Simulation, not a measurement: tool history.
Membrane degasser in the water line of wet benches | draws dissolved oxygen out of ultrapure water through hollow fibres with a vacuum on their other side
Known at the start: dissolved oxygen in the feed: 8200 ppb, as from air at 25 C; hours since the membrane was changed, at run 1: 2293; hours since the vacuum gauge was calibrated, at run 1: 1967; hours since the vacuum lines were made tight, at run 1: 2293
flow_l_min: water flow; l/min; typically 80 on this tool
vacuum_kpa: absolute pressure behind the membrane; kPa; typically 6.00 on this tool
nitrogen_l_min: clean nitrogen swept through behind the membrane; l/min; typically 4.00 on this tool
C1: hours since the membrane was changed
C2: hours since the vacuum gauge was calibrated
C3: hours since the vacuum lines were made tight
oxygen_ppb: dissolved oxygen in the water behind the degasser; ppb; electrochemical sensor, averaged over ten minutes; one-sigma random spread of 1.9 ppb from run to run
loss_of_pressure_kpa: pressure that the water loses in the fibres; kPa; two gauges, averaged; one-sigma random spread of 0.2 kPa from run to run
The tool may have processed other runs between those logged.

Run 1, day 0.000: usual settings; C1 2293; C2 1967; C3 2293. Result: oxygen_ppb 189.2 ppb, loss_of_pressure_kpa 43.18 kPa.
Run 2, day 5.296: usual settings; C1 2420; C2 2094; C3 2420. Result: oxygen_ppb 190.8 ppb, loss_of_pressure_kpa 43.57 kPa.
Run 3, day 10.204: usual settings; C1 2537; C2 2212; C3 2537. Result: oxygen_ppb 192.5 ppb, loss_of_pressure_kpa 43.38 kPa.
Run 4, day 12.854: usual settings but vacuum_kpa 6.89 kPa; C1 2601; C2 2276; C3 2601. Result: oxygen_ppb 227.0 ppb, loss_of_pressure_kpa 43.79 kPa.
Run 5, day 17.325: usual settings but vacuum_kpa 6.89 kPa; C1 2708; C2 2383; C3 2708. Result: oxygen_ppb 232.3 ppb, loss_of_pressure_kpa 43.26 kPa.
Run 6, day 22.500: usual settings but flow_l_min 81 l/min; C1 2833; C2 2507; C3 2833. Result: oxygen_ppb 194.1 ppb, loss_of_pressure_kpa 43.53 kPa.
Run 7, day 25.317: usual settings but flow_l_min 102 l/min, vacuum_kpa 3.89 kPa, nitrogen_l_min 5.47 l/min; C1 2900; C2 2575; C3 2900. Result: oxygen_ppb 125.7 ppb, loss_of_pressure_kpa 54.98 kPa.
Run 8, day 29.417: usual settings but nitrogen_l_min 2.09 l/min; C1 2999; C2 2673; C3 2999. Result: oxygen_ppb 276.2 ppb, loss_of_pressure_kpa 43.05 kPa.

What will run 9 give?
Run 9, day 32.488: usual settings but nitrogen_l_min 2.09 l/min; C1 3072; C2 2747; C3 3072. Result: oxygen_ppb ?, loss_of_pressure_kpa ?.

Run 9 gave oxygen_ppb 279.3 ppb, loss_of_pressure_kpa 43.31 kPa.
With no hidden state in the tool, this same run would have given oxygen_ppb 279.2 ppb, loss_of_pressure_kpa 43.63 kPa.
